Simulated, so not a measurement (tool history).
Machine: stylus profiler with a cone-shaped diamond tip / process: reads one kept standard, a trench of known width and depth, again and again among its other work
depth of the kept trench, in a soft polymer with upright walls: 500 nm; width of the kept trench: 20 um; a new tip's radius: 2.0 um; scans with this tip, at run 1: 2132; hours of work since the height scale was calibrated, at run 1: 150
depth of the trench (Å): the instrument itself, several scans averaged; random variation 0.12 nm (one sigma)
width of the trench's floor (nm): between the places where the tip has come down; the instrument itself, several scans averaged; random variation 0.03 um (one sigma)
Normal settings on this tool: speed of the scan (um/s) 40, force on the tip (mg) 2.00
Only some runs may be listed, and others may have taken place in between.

run   hour  speed of the scan (um/s)  force on the tip (mg)  scans with this tip  hours of work since the height scale was calibrated  depth of the trench (Å)  width of the trench's floor (nm)
  1    0.0                        40                   2.00                 2132                                                  150                   5036.7                             16890
  2   14.4                        40                   2.00                 2255                                                  159                   5034.8                             16800
  3   25.5                        10                   2.00                 2350                                                  165                   5034.6                             16880
  4   33.4                        10                   2.00                 2418                                                  170                   5037.0                             16860
  5   44.6                        40                   3.49                 2514                                                  177                   5054.1                             16810
  6   53.2                        40                   2.00                 2587                                                  182                   5036.4                             16750
  7   63.5                        40                   2.00                 2676                                                  188                   5037.4                             16740
  8   74.9                       109                   2.00                 2773                                                  195                   5033.3                             16530
  9   86.6                        10                   2.00                 2873                                                  202                   5035.6                             16770
 10  103.4                        40                   2.00                 3017                                                  212                   5035.5                             16680
 11  119.8                        40                   2.00                 3158                                                  222                   5033.9                             16640
 12  136.0                        40                   2.00                 3297                                                  232                   5034.1                             16650
 13  143.8                        40                   2.00                 3363                                                  236                   5034.3                             16680
 14  160.0                        40                   2.00                 3502                                                  246                   5032.8                             16650
 15  170.6                        40                   2.00                 3593                                                  253                   5032.5                             16610
 16  180.4                        40                   2.00                 3676                                                  259                   5036.1                             16580
 17  193.2                        40                   2.00                 3786                                                  266                   5034.4                             16550
 18  208.5                        40                   2.00                 3917                                                  275                   5035.9                             16540
 19  225.8                        40                   1.57                 4065                                                  286                   5027.8                             16460
 20  238.6                        40                   1.57                 4175                                                  294                   5025.5                             16420
 21  251.3                        40                   2.00                 4283                                                  301                   5032.4                             16410
 22  268.3                        40                   2.00                 4429                                                  311                   5033.2                             16420
 23  276.5                        40                   3.50                 4500                                                  316                   5052.3                             16440
 24  289.3                       105                   2.51                 4609                                                  324                   5037.7                             16300
 25  301.9                       105                   2.51                 4717                                                  332                   5039.1                             16240
 26  313.2                        18                   1.98                 4813                                                  338                   5033.9                             16450
 27  329.1                        18                   1.98                 4950                                                  348                   5032.1                             16400
 28  338.6                        36                   2.19                 5031                                                  354                   5035.5                             16310
 29  350.9                        24                   2.41                 5136                                                  361                   5038.2                             16350
 30  365.8                        38                   0.98                 5264                                                  370                   5015.6                             16240
 31  375.7                        33                   2.28                 5348                                                  376                   5036.9                             16240
 32  386.8                        33                   2.28                 5444                                                  383                   5037.1                             16230
 33  401.2                        42                   1.44                 5567                                                  392                   5022.9                             16190
 34  411.6                        42                   1.44                 5656                                                  398                   5024.4                             16180
 35  426.5                       123                   4.84                 5784                                                  407                   5063.5                             16050
 36  438.6                       123                   4.84                 5887                                                  414                   5063.2                             16030
 37  453.0                        16                   0.96                 6010                                                  423                   5015.6                             16200
 38  462.8                        74                   5.05                 6095                                                  429                   5067.9                             16120
 39  472.6                        23                   2.00                 6178                                                  434                   5031.3                             16200
 40  488.6                        23                   3.42                 6315                                                  444                   5049.0                             16240
 41  502.7                        35                   5.74                 6437                                                  453                   5071.2                             16140
 42  517.3                        10                   4.67                 6561                                                  461                   5061.3                             16140
 43  530.4                        76                   3.26                 6673                                                  469                   5045.7                             16020
 44  545.7                        76                   3.26                 6804                                                  478                   5045.1                             15970
 45  557.2                        40                   0.79                 6902                                                  485                   5009.6                             15920

Expected results for the next run?
 46  567.7                        15                   0.79                 6993                                                  492                        ?                                 ?

depth of the trench (Å): 5011.6
width of the trench's floor (nm): 16040
Take away the tool's hidden state, keep the run-to-run variation as it was, and the same run would have given depth of the trench (Å) 5023.3, width of the trench's floor (nm) 17280.
